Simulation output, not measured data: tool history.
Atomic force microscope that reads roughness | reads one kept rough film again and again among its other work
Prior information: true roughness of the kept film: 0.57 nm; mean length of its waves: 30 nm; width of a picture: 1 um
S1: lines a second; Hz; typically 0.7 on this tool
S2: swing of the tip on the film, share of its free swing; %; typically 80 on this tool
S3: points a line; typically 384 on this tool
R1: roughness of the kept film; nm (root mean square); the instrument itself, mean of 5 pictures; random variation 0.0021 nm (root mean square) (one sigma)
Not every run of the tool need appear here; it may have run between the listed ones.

run   hour     S1  S2   S3     R1
  1      0    0.7  80  384   0.52
  2   20.5    0.7  80  477  0.521
  3     32    0.7  80  269  0.521
  4   48.5    0.7  80  384  0.519
  5   63.5    0.7  80  384  0.525
  6     73  2.347  80  384  0.455
  7   91.5  2.347  80  384  0.455
  8  109.2  1.054  80  384  0.504
     114.5  -- new tip fitted
  9  128.3  1.054  80  384  0.505
 10  137.2  0.616  78  574  0.536
 11    157  0.532  80  521   0.53
 12  172.2  0.532  80  521  0.531
 13  187.4    0.7  80  869  0.527
 14  206.8  1.993  80  730   0.47
 15  216.5  0.891  80  872  0.516
 16  236.3  0.891  86  872  0.506
 17  254.1  0.891  86  687  0.503
 18    264  0.891  86  687  0.503

Alternative continuations, all from the tool just after run 18; predict every row:
  A  284.5  1.134  80  384   ?
  B  284.5    0.7  56  384   ?
  C  284.5   2.62  56  588   ?

run     R1
  A  0.505
  B  0.547
  C  0.527
The same runs, with their run-to-run variation unchanged, on a tool lacking any hidden condition would have given:
run     R1
  A  0.505
  B  0.548
  C  0.527
